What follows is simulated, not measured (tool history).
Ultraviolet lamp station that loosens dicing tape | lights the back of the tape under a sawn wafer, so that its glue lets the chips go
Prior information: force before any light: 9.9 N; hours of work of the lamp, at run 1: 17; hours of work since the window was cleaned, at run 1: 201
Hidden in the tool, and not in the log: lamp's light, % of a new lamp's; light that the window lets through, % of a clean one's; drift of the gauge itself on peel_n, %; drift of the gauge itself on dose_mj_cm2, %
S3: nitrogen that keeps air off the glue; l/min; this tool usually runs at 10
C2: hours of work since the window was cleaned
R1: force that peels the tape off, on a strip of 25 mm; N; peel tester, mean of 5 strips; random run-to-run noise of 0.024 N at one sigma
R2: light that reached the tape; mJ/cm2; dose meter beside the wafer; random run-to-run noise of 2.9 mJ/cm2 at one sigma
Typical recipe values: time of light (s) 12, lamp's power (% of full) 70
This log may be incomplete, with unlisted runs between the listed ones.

run 1 hour=0.0 | time_of_light_(s)=12 lamp's_power_(%_of_full)=70 S3=10 | hours_of_work_of_the_lamp=17 C2=201 | R1=1.339 R2=386
run 2 hour=7.1 | time_of_light_(s)=12 lamp's_power_(%_of_full)=70 S3=10 | hours_of_work_of_the_lamp=20 C2=204 | R1=1.286 R2=389
run 3 hour=14.4 | time_of_light_(s)=12 lamp's_power_(%_of_full)=80 S3=10 | hours_of_work_of_the_lamp=23 C2=207 | R1=1.048 R2=443
run 4 hour=27.2 | time_of_light_(s)=12 lamp's_power_(%_of_full)=80 S3=10 | hours_of_work_of_the_lamp=29 C2=213 | R1=1.016 R2=447
run 5 hour=34.1 | time_of_light_(s)=15 lamp's_power_(%_of_full)=80 S3=10 | hours_of_work_of_the_lamp=32 C2=216 | R1=0.673 R2=555
run 6 hour=46.3 | time_of_light_(s)=15 lamp's_power_(%_of_full)=80 S3=10 | hours_of_work_of_the_lamp=38 C2=222 | R1=0.686 R2=559
-- hour=47.7 window cleaned of glue's vapour
run 7 hour=55.6 | time_of_light_(s)=15 lamp's_power_(%_of_full)=61 S3=6 | hours_of_work_of_the_lamp=42 C2=4 | R1=1.745 R2=410
run 8 hour=64.1 | time_of_light_(s)=7 lamp's_power_(%_of_full)=85 S3=6 | hours_of_work_of_the_lamp=46 C2=7 | R1=3.110 R2=264
run 9 hour=75.8 | time_of_light_(s)=6 lamp's_power_(%_of_full)=74 S3=6 | hours_of_work_of_the_lamp=51 C2=13 | R1=4.151 R2=198
run 10 hour=85.0 | time_of_light_(s)=23 lamp's_power_(%_of_full)=72 S3=5 | hours_of_work_of_the_lamp=55 C2=17 | R1=0.723 R2=737

Here are 4 independent what-if runs from the current tool condition. What would each one return?
run A hour=95.2 | time_of_light_(s)=19 lamp's_power_(%_of_full)=70 S3=8 | hours_of_work_of_the_lamp=60 C2=22 | R1=? R2=?
run B hour=95.2 | time_of_light_(s)=17 lamp's_power_(%_of_full)=72 S3=5 | hours_of_work_of_the_lamp=60 C2=22 | R1=? R2=?
run C hour=95.2 | time_of_light_(s)=15 lamp's_power_(%_of_full)=72 S3=5 | hours_of_work_of_the_lamp=60 C2=22 | R1=? R2=?
run D hour=95.2 | time_of_light_(s)=12 lamp's_power_(%_of_full)=83 S3=5 | hours_of_work_of_the_lamp=60 C2=22 | R1=? R2=?

run=A R1=0.690 R2=588
run=B R1=1.229 R2=539
run=C R1=1.577 R2=476
run=D R1=1.810 R2=441
Had the tool no hidden state, the same runs would have come out as:
run=A R1=0.547 R2=663
run=B R1=0.980 R2=609
run=C R1=1.277 R2=537
run=D R1=1.483 R2=498
